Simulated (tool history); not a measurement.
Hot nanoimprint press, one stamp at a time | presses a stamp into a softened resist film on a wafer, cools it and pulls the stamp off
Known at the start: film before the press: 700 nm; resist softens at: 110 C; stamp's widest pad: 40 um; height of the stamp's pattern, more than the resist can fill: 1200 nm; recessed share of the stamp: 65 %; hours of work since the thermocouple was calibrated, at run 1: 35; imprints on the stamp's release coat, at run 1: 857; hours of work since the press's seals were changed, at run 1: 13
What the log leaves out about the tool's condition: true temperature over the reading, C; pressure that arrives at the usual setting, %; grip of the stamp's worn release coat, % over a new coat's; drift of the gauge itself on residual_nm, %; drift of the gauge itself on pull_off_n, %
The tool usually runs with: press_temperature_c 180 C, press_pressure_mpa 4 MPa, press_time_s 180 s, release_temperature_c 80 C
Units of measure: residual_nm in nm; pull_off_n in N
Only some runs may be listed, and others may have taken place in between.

| run | hour | press_temperature_c | press_pressure_mpa | press_time_s | release_temperature_c | hours of work since the thermocouple was calibrated | imprints on the stamp's release coat | hours of work since the press's seals were changed | residual_nm | pull_off_n |
|---|---|---|---|---|---|---|---|---|---|---|
| 1 | 0 | 180 | 4 | 180 | 80 | 35 | 857 | 13 | 296.3 | 202 |
| 2 | 20.6 | 180 | 4 | 180 | 80 | 49 | 945 | 26 | 298.1 | 201 |
| 3 | 41.2 | 180 | 4 | 180 | 80 | 63 | 1033 | 40 | 295.3 | 201 |
| 4 | 56 | 180 | 4 | 180 | 80 | 73 | 1096 | 50 | 297.8 | 198 |
| 5 | 82.2 | 180 | 4 | 180 | 80 | 90 | 1207 | 68 | 297.2 | 197 |
| 6 | 99.1 | 180 | 4 | 180 | 80 | 102 | 1280 | 79 | 298.3 | 200 |
| 7 | 122 | 180 | 4 | 98 | 80 | 117 | 1377 | 95 | 365 | 197 |
| 8 | 138.6 | 180 | 4 | 98 | 80 | 128 | 1448 | 106 | 363.9 | 193 |
| 9 | 149.9 | 180 | 4 | 98 | 80 | 136 | 1496 | 114 | 366.7 | 202 |
| 10 | 177.2 | 180 | 4 | 98 | 80 | 154 | 1612 | 132 | 368.7 | 205 |
|  | 201.4 | stamp cleaned and given a new release coat |
| 11 | 205.5 | 180 | 4 | 98 | 80 | 169 | 17 | 147 | 366.2 | 195 |
| 12 | 228.1 | 180 | 4 | 98 | 80 | 185 | 114 | 162 | 369.7 | 198 |
| 13 | 240.5 | 180 | 4 | 180 | 80 | 193 | 167 | 171 | 298.6 | 203 |
| 14 | 264.7 | 180 | 2.49 | 180 | 81 | 209 | 270 | 187 | 377.5 | 194 |
| 15 | 279.5 | 186 | 4.36 | 217 | 80 | 219 | 333 | 197 | 210.7 | 203 |
| 16 | 300.7 | 171 | 2.65 | 217 | 80 | 234 | 424 | 211 | 469.5 | 196 |
| 17 | 324.6 | 181 | 4 | 180 | 80 | 250 | 525 | 227 | 287.3 | 202 |
| 18 | 350.6 | 177 | 3.09 | 96 | 71 | 267 | 636 | 245 | 453.1 | 246 |
| 19 | 372 | 177 | 3.47 | 193 | 88 | 282 | 728 | 259 | 351.4 | 163 |
| 20 | 383.9 | 184 | 3.37 | 270 | 82 | 290 | 778 | 267 | 240 | 196 |
| 21 | 403.1 | 184 | 3.37 | 270 | 82 | 303 | 860 | 280 | 241.2 | 191 |
| 22 | 425.6 | 184 | 3.37 | 270 | 82 | 318 | 956 | 295 | 239.6 | 189 |
| 23 | 446.4 | 184 | 3.37 | 270 | 82 | 332 | 1045 | 309 | 240.9 | 192 |
| 24 | 467.6 | 180 | 3.16 | 239 | 66 | 346 | 1135 | 323 | 304.8 | 271 |
| 25 | 491.8 | 172 | 3.16 | 166 | 66 | 362 | 1238 | 340 | 457.8 | 286 |

What if the next run were any one of these 5? Each begins from the tool's condition after run 25:
| A | 505.3 | 185 | 3.16 | 136 | 66 | 371 | 1296 | 349 | ? | ? |
| B | 505.3 | 177 | 5.76 | 180 | 80 | 371 | 1296 | 349 | ? | ? |
| C | 505.3 | 179 | 3.16 | 136 | 69 | 371 | 1296 | 349 | ? | ? |
| D | 505.3 | 180 | 2.73 | 250 | 80 | 371 | 1296 | 349 | ? | ? |
| E | 505.3 | 172 | 3.27 | 166 | 66 | 371 | 1296 | 349 | ? | ? |

| run | residual_nm | pull_off_n |
|---|---|---|
| A | 305.8 | 272 |
| B | 278.8 | 199 |
| C | 383.2 | 268 |
| D | 321.5 | 203 |
| E | 449.3 | 278 |
With the hidden condition removed and each run's random variation left untouched, the same runs would have given:
| run | residual_nm | pull_off_n |
|---|---|---|
| A | 305.5 | 270 |
| B | 278.5 | 197 |
| C | 382.8 | 266 |
| D | 321.2 | 201 |
| E | 448.9 | 275 |
